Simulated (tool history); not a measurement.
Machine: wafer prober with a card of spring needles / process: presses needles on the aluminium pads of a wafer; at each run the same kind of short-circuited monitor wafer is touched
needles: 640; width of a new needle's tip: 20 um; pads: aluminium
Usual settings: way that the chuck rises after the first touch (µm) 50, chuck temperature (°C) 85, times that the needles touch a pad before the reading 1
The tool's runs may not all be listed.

run,hour,way that the chuck rises after the first touch (µm),chuck temperature (°C),times that the needles touch a pad before the reading,resistance of one needle with its contact and lead (mohm),way that a needle slides on the pad (µm)
1,0.0,50,85,1,163,12.88
# hour 6.5: tips cleaned on abrasive film
2,9.2,50,85,1,162,12.81
# hour 13.0: tips cleaned on abrasive film
# hour 19.5: tips cleaned on abrasive film
3,23.0,50,85,1,160,12.71
# hour 25.9: tips cleaned on abrasive film
# hour 32.6: tips cleaned on abrasive film
4,37.1,50,85,1,160,12.63
# hour 38.6: tips cleaned on abrasive film
# hour 45.0: tips cleaned on abrasive film
5,49.1,50,85,1,162,12.86
# hour 51.4: tips cleaned on abrasive film
# hour 54.4: height of the first contact set anew
# hour 57.6: tips cleaned on abrasive film
6,61.9,50,85,1,159,12.75
# hour 64.3: tips cleaned on abrasive film
# hour 70.5: tips cleaned on abrasive film
7,71.1,56,85,1,160,14.09
# hour 77.5: tips cleaned on abrasive film
# hour 83.5: tips cleaned on abrasive film
8,84.4,56,85,1,158,14.28
# hour 89.5: tips cleaned on abrasive film
9,93.5,56,85,1,159,14.31
# hour 96.4: tips cleaned on abrasive film
# hour 102.4: tips cleaned on abrasive film
# hour 108.3: tips cleaned on abrasive film
10,108.3,53,66,2,155,13.39
# hour 114.1: tips cleaned on abrasive film
# hour 120.2: tips cleaned on abrasive film
11,120.6,50,44,3,154,12.98
# hour 127.2: tips cleaned on abrasive film
# hour 133.7: tips cleaned on abrasive film
# hour 140.1: tips cleaned on abrasive film
12,140.1,50,44,3,152,12.90
# hour 146.6: tips cleaned on abrasive film
13,150.8,30,106,1,176,7.59
# hour 153.7: tips cleaned on abrasive film
# hour 160.2: tips cleaned on abrasive film
14,162.0,38,36,2,159,9.62
# hour 166.7: tips cleaned on abrasive film
# hour 173.7: tips cleaned on abrasive film
# hour 179.9: tips cleaned on abrasive film
15,179.9,38,89,2,168,9.75

Here are 5 independent what-if runs from the current tool condition. What would each one return?
# hour 186.3: tips cleaned on abrasive film
# hour 192.2: tips cleaned on abrasive film
A,197.6,50,85,2,?,?
# hour 186.3: tips cleaned on abrasive film
# hour 192.2: tips cleaned on abrasive film
B,197.6,34,85,1,?,?
# hour 186.3: tips cleaned on abrasive film
# hour 192.2: tips cleaned on abrasive film
C,197.6,54,85,1,?,?
# hour 186.3: tips cleaned on abrasive film
# hour 192.2: tips cleaned on abrasive film
D,197.6,43,89,2,?,?
# hour 186.3: tips cleaned on abrasive film
# hour 192.2: tips cleaned on abrasive film
E,197.6,48,81,2,?,?

run,resistance of one needle with its contact and lead (mohm),way that a needle slides on the pad (µm)
A,162,12.76
B,167,8.68
C,158,13.83
D,163,11.06
E,160,12.14
Had the tool no hidden state, the same runs would have come out as:
run,resistance of one needle with its contact and lead (mohm),way that a needle slides on the pad (µm)
A,162,12.76
B,166,8.68
C,158,13.83
D,163,11.06
E,160,12.15
